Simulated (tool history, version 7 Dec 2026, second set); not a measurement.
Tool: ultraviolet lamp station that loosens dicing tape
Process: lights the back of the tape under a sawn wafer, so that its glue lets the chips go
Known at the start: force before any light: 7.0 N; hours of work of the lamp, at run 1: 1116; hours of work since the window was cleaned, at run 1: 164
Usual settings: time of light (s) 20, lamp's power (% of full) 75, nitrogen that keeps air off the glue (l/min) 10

run	hour	time of light (s)	lamp's power (% of full)	nitrogen that keeps air off the glue (l/min)	hours of work of the lamp	hours of work since the window was cleaned	force that peels the tape off (N)	light that reached the tape (J/m2)
1	0	20	75	10	1116	164	0.347	3400
2	48.3	20	75	10	1152	200	0.339	3370
3	103.1	20	75	10	1193	241	0.341	3390
# hour 169.2: window cleaned of glue's vapour
4	185.5	20	75	10	1255	12	0.34	3360
5	258.8	20	75	10	1309	67	0.335	3370
6	320.6	33	75	10	1356	113	0.191	5630
7	363.4	33	75	10	1388	145	0.179	5500
8	428.7	20	63	10	1436	194	0.474	2810
9	524.9	20	63	10	1508	266	0.468	2810
# hour 556.7: window cleaned of glue's vapour
10	566.5	20	63	10	1539	7	0.465	2830
11	608.4	20	75	10	1570	39	0.335	3360
12	654.9	20	75	10	1605	73	0.347	3390
13	732.6	20	75	10	1663	131	0.343	3390
# hour 772.3: lamp changed
14	774.7	20	75	10	2	162	0.342	3400
15	852.8	20	75	10	60	221	0.341	3390
16	930.6	20	75	10	118	279	0.343	3370
# hour 941.5: window cleaned of glue's vapour
17	1005.1	20	75	10	174	48	0.346	3350
18	1074.5	19	75	10	226	99	0.382	3220
19	1168.6	20	75	10	296	170	0.34	3390
20	1236.5	20	75	10	347	220	0.349	3370
21	1315.3	20	75	10	406	279	0.338	3350
# hour 1330.4: window cleaned of glue's vapour
22	1356.8	20	75	10	436	20	0.346	3400
23	1438.6	13	63	10	497	81	1.081	1860
24	1533.3	36	87	10	568	152	0.183	7040
25	1628	36	87	10	639	223	0.172	7070
# hour 1715.1: window cleaned of glue's vapour
26	1724.5	21	67	9	711	7	0.411	3170
27	1785.8	22	67	14	756	53	0.294	3310
28	1844.3	22	67	3	800	97	0.829	3320
29	1942.7	15	61	3	874	170	1.823	2090
30	2024.1	29	78	5	935	231	0.264	5100
31	2091.8	29	66	5	985	282	0.348	4340
# hour 2100.8: window cleaned of glue's vapour
32	2187.4	39	75	18	1056	65	0.189	6590
33	2266.5	33	99	15	1115	124	0.174	7410
34	2337.9	21	75	15	1169	177	0.263	3500
35	2432.3	28	72	5	1239	248	0.309	4550
# hour 2490.6: window cleaned of glue's vapour
36	2491.7	28	72	5	1283	1	0.304	4560
37	2546.8	28	85	14	1325	42	0.185	5350
38	2614.6	28	85	14	1375	93	0.186	5410
39	2697.6	23	85	5	1437	155	0.345	4440
40	2767.7	14	78	10	1490	207	0.648	2450
41	2839.8	14	78	10	1544	261	0.621	2430
# hour 2879.1: window cleaned of glue's vapour
42	2884	14	78	10	1576	4	0.623	2460
43	2933	20	74	10	1613	40	0.354	3360

Forecast each of these 4 alternatives for the next run:
A	2987.5	23	74	14	1654	81	?	?
B	2987.5	10	87	5	1654	81	?	?
C	2987.5	20	75	4	1654	81	?	?
D	2987.5	20	65	12	1654	81	?	?

run	force that peels the tape off (N)	light that reached the tape (J/m2)
A	0.231	3800
B	1.445	1920
C	0.658	3350
D	0.409	2910
Without the tool's hidden state the same runs would have given:
run	force that peels the tape off (N)	light that reached the tape (J/m2)
A	0.23	3810
B	1.44	1930
C	0.655	3360
D	0.407	2920

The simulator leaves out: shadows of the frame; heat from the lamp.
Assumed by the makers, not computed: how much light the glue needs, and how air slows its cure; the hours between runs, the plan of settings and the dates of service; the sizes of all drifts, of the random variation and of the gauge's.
